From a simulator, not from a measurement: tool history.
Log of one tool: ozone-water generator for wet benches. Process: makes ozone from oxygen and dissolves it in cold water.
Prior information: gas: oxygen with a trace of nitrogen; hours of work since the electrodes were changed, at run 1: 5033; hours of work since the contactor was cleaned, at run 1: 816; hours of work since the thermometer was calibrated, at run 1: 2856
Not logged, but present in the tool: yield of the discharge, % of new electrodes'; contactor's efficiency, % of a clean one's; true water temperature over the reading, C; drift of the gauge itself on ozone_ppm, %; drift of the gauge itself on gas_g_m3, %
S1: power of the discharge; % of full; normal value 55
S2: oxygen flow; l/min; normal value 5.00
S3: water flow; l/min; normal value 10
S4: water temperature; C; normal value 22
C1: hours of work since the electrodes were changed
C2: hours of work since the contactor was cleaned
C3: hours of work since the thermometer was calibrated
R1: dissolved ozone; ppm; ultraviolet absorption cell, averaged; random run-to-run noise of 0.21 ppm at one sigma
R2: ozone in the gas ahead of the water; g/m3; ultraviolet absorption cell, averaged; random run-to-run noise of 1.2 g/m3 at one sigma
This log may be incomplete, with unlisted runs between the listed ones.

run	day	S1	S2	S3	S4	C1	C2	C3	R1	R2
1	0.000	55	5.00	10	22	5033	816	2856	28.6	205.8
2	3.888	55	5.00	10	22	5109	892	2932	28.9	206.3
3	8.204	55	5.00	9	22	5193	975	3015	30.4	206.4
4	14.129	55	8.51	10	22	5307	1090	3130	27.2	166.1
5	18.083	55	5.00	6	22	5384	1167	3207	37.2	205.6
6	24.129	55	5.00	6	22	5501	1284	3324	36.9	203.7
7	29.500	55	5.00	6	22	5605	1388	3428	36.9	205.5
8	36.450	55	5.00	6	22	5740	1523	3563	36.4	205.5
9	40.142	55	5.00	10	22	5812	1595	3635	28.1	205.0
10	45.488	55	5.00	10	22	5915	1698	3738	28.1	206.2
11	49.867	55	5.00	8	22	6000	1783	3823	31.7	204.6
12	56.204	55	5.00	8	22	6123	1906	3946	32.3	203.3
13	62.738	55	5.00	8	22	6250	2033	4073	31.6	203.6
14	67.250	55	5.00	10	22	6337	2120	4160	28.2	201.1
15	75.625	55	4.63	10	22	6500	2283	4323	27.8	209.1
# day 76.200: water thermometer calibrated
16	79.750	55	5.00	10	22	6579	2362	69	27.9	201.5
17	84.775	50	5.00	12	22	6677	2460	166	23.9	193.0
18	88.504	68	5.00	16	22	6749	2532	239	22.6	226.1
19	95.371	68	7.19	10	22	6882	2665	372	30.4	192.6
20	100.492	55	5.00	14	20	6981	2764	471	23.2	199.8
21	108.721	78	5.79	14	20	7141	2924	631	27.6	226.5
22	116.525	78	5.79	14	20	7292	3075	782	27.0	225.8
23	123.079	62	4.47	7	20	7419	3202	909	37.5	221.1
24	127.112	55	6.64	11	22	7498	3281	987	25.7	178.8
25	134.833	55	6.64	11	22	7647	3430	1137	25.7	178.7
26	142.225	55	6.64	11	22	7791	3574	1280	25.2	178.7
27	149.938	55	3.04	10	22	7940	3723	1430	27.1	242.4
28	155.175	55	2.60	10	22	8042	3825	1531	26.8	254.4
29	160.521	42	6.46	10	22	8145	3928	1635	23.3	156.4
30	164.950	42	2.95	12	16	8231	4014	1721	22.5	215.1
31	172.396	78	5.00	14	22	8376	4159	1865	26.3	236.3
32	176.783	78	5.00	14	22	8461	4244	1950	25.7	234.4

Below are 3 alternative next runs, each starting from the tool's condition after run 32. Predict each:
A	182.675	55	5.00	16	22	8575	4358	2065	?	?
B	182.675	45	2.95	14	22	8575	4358	2065	?	?
C	182.675	55	3.65	16	16	8575	4358	2065	?	?

run	R1	R2
A	19.4	195.8
B	18.4	221.9
C	20.4	222.1
The same runs, with their run-to-run variation unchanged, on a tool lacking any hidden condition would have given:
run	R1	R2
A	22.2	217.5
B	20.7	243.3
C	23.3	246.6
